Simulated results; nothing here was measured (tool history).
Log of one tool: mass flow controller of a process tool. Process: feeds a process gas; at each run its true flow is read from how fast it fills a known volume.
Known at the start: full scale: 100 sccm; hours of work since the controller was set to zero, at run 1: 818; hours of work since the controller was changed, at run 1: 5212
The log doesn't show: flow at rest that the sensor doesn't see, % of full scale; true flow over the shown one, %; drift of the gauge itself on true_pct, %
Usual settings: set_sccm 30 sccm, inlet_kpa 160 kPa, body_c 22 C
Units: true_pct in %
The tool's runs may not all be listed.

run	day	set_sccm	inlet_kpa	body_c	hours of work since the controller was set to zero	hours of work since the controller was changed	true_pct
1	0	30	160	22	818	5212	96.25
2	7.154	30	160	23	926	5320	96.2
3	12.025	30	160	23	1000	5394	96.13
4	20.954	30	160	22	1135	5529	95.97
5	27.95	21	160	22	1241	5635	95.19
6	32.992	21	160	22	1317	5711	95.14
7	39.554	30	160	22	1416	5811	95.78
8	43.408	30	160	22	1474	5869	95.83
9	47.212	30	160	22	1532	5926	95.66
10	51.05	30	265	22	1590	5984	96.09
11	58.638	94	191	23	1705	6099	98.37
12	63.333	19	155	39	1776	6170	96.27
13	69.992	50	160	29	1877	6271	97.38
14	74.592	11	160	21	1946	6341	92.03
15	80.05	30	160	36	2029	6423	96.85

Some steps in true_pct between neighbouring runs. How much of each would the tool show without its hidden state too (settings, what came in, random variation), and how much is left for the hidden state, with any gauge scatter that isn't in both results?
Run 13 -> 14: set_sccm 50 -> 11, body_c 29 -> 21. true_pct -5.35 %: hidden state -3.22, all else -2.13.

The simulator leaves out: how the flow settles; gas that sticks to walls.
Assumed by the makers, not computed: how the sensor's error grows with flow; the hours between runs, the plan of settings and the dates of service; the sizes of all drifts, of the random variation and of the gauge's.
